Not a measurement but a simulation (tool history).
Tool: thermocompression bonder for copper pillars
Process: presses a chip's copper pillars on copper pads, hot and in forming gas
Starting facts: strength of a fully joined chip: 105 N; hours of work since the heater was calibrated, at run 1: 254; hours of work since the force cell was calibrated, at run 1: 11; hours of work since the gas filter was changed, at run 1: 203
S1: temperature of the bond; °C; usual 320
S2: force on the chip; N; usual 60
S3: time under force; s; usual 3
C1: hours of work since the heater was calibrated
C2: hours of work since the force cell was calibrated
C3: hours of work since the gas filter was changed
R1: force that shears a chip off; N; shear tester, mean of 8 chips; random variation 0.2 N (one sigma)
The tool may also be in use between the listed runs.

run 1 hour=0.0 | S1=320 S2=60 S3=3 | C1=254 C2=11 C3=203 | R1=68.4
run 2 hour=15.0 | S1=320 S2=60 S3=3 | C1=261 C2=18 C3=210 | R1=68.2
run 3 hour=27.6 | S1=320 S2=60 S3=3 | C1=267 C2=24 C3=216 | R1=68.2
run 4 hour=41.9 | S1=320 S2=60 S3=3 | C1=274 C2=31 C3=223 | R1=68.5
run 5 hour=48.4 | S1=320 S2=60 S3=3 | C1=277 C2=34 C3=226 | R1=68.1
run 6 hour=64.2 | S1=320 S2=60 S3=3 | C1=285 C2=42 C3=234 | R1=68.2
run 7 hour=74.3 | S1=320 S2=60 S3=3 | C1=290 C2=47 C3=239 | R1=68.2
run 8 hour=88.6 | S1=320 S2=60 S3=3 | C1=296 C2=53 C3=246 | R1=68.2
run 9 hour=97.2 | S1=320 S2=60 S3=3 | C1=301 C2=58 C3=250 | R1=68.1
run 10 hour=104.8 | S1=320 S2=60 S3=3 | C1=304 C2=61 C3=254 | R1=68.5
run 11 hour=118.8 | S1=320 S2=60 S3=3 | C1=311 C2=68 C3=260 | R1=67.6
run 12 hour=128.7 | S1=320 S2=60 S3=3 | C1=316 C2=73 C3=265 | R1=68.2
run 13 hour=138.4 | S1=320 S2=60 S3=3 | C1=320 C2=77 C3=270 | R1=67.9
run 14 hour=152.7 | S1=323 S2=60 S3=5 | C1=327 C2=84 C3=277 | R1=78.4
run 15 hour=160.7 | S1=293 S2=58 S3=5 | C1=331 C2=88 C3=280 | R1=63.5
run 16 hour=167.9 | S1=293 S2=58 S3=5 | C1=335 C2=92 C3=284 | R1=63.8
run 17 hour=180.9 | S1=337 S2=54 S3=3 | C1=341 C2=98 C3=290 | R1=72.2
run 18 hour=191.7 | S1=337 S2=54 S3=3 | C1=346 C2=103 C3=295 | R1=72.9
run 19 hour=201.7 | S1=294 S2=75 S3=3 | C1=351 C2=108 C3=300 | R1=60.9
run 20 hour=208.5 | S1=316 S2=75 S3=4 | C1=354 C2=111 C3=303 | R1=76.9
run 21 hour=221.8 | S1=322 S2=42 S3=4 | C1=360 C2=118 C3=310 | R1=64.8
run 22 hour=231.6 | S1=322 S2=70 S3=8 | C1=365 C2=122 C3=315 | R1=88.2
run 23 hour=241.0 | S1=320 S2=70 S3=2 | C1=370 C2=127 C3=319 | R1=64.5
run 24 hour=251.6 | S1=336 S2=59 S3=6 | C1=375 C2=132 C3=324 | R1=85.6
run 25 hour=265.0 | S1=338 S2=60 S3=8 | C1=381 C2=138 C3=331 | R1=90.7

5 ways to go on from here, each from the tool as it stands after run 25. What would each give?
run A hour=273.7 | S1=293 S2=60 S3=7 | C1=385 C2=143 C3=335 | R1=?
run B hour=273.7 | S1=309 S2=44 S3=3 | C1=385 C2=143 C3=335 | R1=?
run C hour=273.7 | S1=316 S2=60 S3=3 | C1=385 C2=143 C3=335 | R1=?
run D hour=273.7 | S1=304 S2=60 S3=8 | C1=385 C2=143 C3=335 | R1=?
run E hour=273.7 | S1=320 S2=60 S3=6 | C1=385 C2=143 C3=335 | R1=?

run=A R1=70.5
run=B R1=54.7
run=C R1=66.3
run=D R1=78.3
run=E R1=80.4
The same runs, with their run-to-run variation unchanged, on a tool lacking any hidden condition would have given:
run=A R1=70.6
run=B R1=54.5
run=C R1=66.4
run=D R1=78.9
run=E R1=81.2

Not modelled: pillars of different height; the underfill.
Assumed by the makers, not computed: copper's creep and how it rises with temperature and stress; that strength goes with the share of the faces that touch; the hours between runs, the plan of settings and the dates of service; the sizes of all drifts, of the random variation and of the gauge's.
